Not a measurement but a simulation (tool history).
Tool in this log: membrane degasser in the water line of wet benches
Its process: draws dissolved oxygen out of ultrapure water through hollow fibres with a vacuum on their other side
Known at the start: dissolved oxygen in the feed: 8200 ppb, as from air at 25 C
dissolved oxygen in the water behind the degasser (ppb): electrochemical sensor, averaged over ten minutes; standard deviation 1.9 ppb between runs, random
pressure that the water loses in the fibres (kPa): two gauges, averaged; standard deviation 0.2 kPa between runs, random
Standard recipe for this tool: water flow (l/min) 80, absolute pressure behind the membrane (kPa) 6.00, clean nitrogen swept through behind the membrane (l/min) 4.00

run	day	water flow (l/min)	absolute pressure behind the membrane (kPa)	clean nitrogen swept through behind the membrane (l/min)	dissolved oxygen in the water behind the degasser (ppb)	pressure that the water loses in the fibres (kPa)
1	0.000	80	6.00	4.00	189.2	43.18
2	5.296	80	6.00	4.00	190.8	43.57
3	10.204	80	6.00	4.00	192.5	43.38
4	12.854	80	6.89	4.00	227.0	43.79
5	17.325	80	6.89	4.00	232.3	43.26
6	22.500	81	6.00	4.00	194.1	43.53
7	25.317	102	3.89	5.47	125.7	54.98
8	29.417	80	6.00	2.09	276.2	43.05
9	32.488	80	6.00	2.09	279.3	43.31
10	34.788	86	6.00	3.43	218.9	46.45
11	37.212	86	7.67	4.65	255.1	46.32

Below are 3 alternative next runs, each starting from the tool's condition after run 11. Predict each:
A	41.200	86	14.26	4.65	?	?
B	41.200	56	6.75	2.01	?	?
C	41.200	51	13.21	9.56	?	?

run	dissolved oxygen in the water behind the degasser (ppb)	pressure that the water loses in the fibres (kPa)
A	511.5	46.64
B	244.4	29.91
C	165.3	27.76
Take away the tool's hidden state, keep each run's random variation, and the runs would have read:
run	dissolved oxygen in the water behind the degasser (ppb)	pressure that the water loses in the fibres (kPa)
A	511.4	47.08
B	244.3	30.19
C	165.3	28.02
